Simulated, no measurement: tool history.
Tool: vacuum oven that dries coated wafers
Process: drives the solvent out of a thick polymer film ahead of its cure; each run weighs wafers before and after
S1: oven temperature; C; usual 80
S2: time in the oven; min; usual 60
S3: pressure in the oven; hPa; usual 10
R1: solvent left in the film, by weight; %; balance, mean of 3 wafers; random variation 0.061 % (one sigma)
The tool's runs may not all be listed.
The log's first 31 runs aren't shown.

{"run": 32, "hour": 1699.9, "S1": 80, "S2": 30, "S3": 10, "R1": 8.22}
{"run": 33, "hour": 1763.3, "S1": 80, "S2": 30, "S3": 10, "R1": 8.31}
{"run": 34, "hour": 1802.4, "S1": 90, "S2": 32, "S3": 10, "R1": 4.1}
{"run": 35, "hour": 1854.9, "S1": 95, "S2": 54, "S3": 25.4, "R1": 1.3}
{"run": 36, "hour": 1914.4, "S1": 95, "S2": 54, "S3": 25.4, "R1": 1.29}
{"run": 37, "hour": 1988.5, "S1": 95, "S2": 54, "S3": 25.4, "R1": 1.33}
{"run": 38, "hour": 2062.7, "S1": 69, "S2": 82, "S3": 13.8, "R1": 6.62}
{"run": 39, "hour": 2119.9, "S1": 86, "S2": 101, "S3": 38.1, "R1": 1.75}
{"run": 40, "hour": 2166.0, "S1": 68, "S2": 101, "S3": 19, "R1": 6.22}
{"run": 41, "hour": 2214.4, "S1": 87, "S2": 101, "S3": 19.7, "R1": 1.15}
{"hour": 2246.5, "done": "oven's thermocouples calibrated"}
{"run": 42, "hour": 2259.5, "S1": 87, "S2": 89, "S3": 18.3, "R1": 1.1}
{"run": 43, "hour": 2305.6, "S1": 87, "S2": 89, "S3": 18.3, "R1": 1.14}

5 ways to go on from here, each from the tool as it stands after run 43. What would each give?
{"run": "A", "hour": 2353.4, "S1": 89, "S2": 66, "S3": 37.3, "R1": "?"}
{"run": "B", "hour": 2353.4, "S1": 88, "S2": 39, "S3": 18.3, "R1": "?"}
{"run": "C", "hour": 2353.4, "S1": 88, "S2": 60, "S3": 17.8, "R1": "?"}
{"run": "D", "hour": 2353.4, "S1": 91, "S2": 59, "S3": 8.4, "R1": "?"}
{"run": "E", "hour": 2353.4, "S1": 75, "S2": 60, "S3": 10, "R1": "?"}

run=A R1=2.1
run=B R1=3.87
run=C R1=1.93
run=D R1=1.15
run=E R1=5.8
Without the tool's hidden state the same runs would have given:
run=A R1=1.85
run=B R1=3.55
run=C R1=1.66
run=D R1=0.93
run=E R1=5.36
